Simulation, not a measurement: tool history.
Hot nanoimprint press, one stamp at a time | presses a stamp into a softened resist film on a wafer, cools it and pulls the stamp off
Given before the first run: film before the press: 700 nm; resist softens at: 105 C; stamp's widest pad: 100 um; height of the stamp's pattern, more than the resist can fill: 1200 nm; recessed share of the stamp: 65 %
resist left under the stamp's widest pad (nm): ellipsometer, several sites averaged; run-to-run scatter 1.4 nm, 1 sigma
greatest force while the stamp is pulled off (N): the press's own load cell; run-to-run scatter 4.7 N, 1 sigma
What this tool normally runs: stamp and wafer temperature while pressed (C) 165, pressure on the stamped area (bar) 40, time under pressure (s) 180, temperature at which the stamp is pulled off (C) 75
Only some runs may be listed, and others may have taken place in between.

run	hour	stamp and wafer temperature while pressed (C)	pressure on the stamped area (bar)	time under pressure (s)	temperature at which the stamp is pulled off (C)	resist left under the stamp's widest pad (nm)	greatest force while the stamp is pulled off (N)
1	0	165	40	180	75	245.2	238
2	15.3	165	40	180	75	242.7	238
# hour 27.5: stamp cleaned and given a new release coat
3	34	165	40	180	75	248.3	223
4	50.8	165	40	180	75	243.5	227
5	60	165	40	180	75	247.9	234
6	67.8	165	40	180	75	246.5	221
7	75.9	165	40	180	75	244	233
8	90	165	35.8	180	75	260.2	227
9	98.6	165	35.8	180	75	259	241
10	114	165	35.8	180	75	257.6	229
11	126.5	165	35.8	180	75	255.6	229
12	137.9	165	52.5	180	75	216.3	226
13	151.8	165	40	180	75	247.2	232
14	159.3	165	40	103	75	306	225

Expected results for the next run?
15	169.1	165	40	180	75	?	?

resist left under the stamp's widest pad (nm): 244.7
greatest force while the stamp is pulled off (N): 235
With no hidden state in the tool, this same run would have given resist left under the stamp's widest pad (nm) 244.9, greatest force while the stamp is pulled off (N) 234.

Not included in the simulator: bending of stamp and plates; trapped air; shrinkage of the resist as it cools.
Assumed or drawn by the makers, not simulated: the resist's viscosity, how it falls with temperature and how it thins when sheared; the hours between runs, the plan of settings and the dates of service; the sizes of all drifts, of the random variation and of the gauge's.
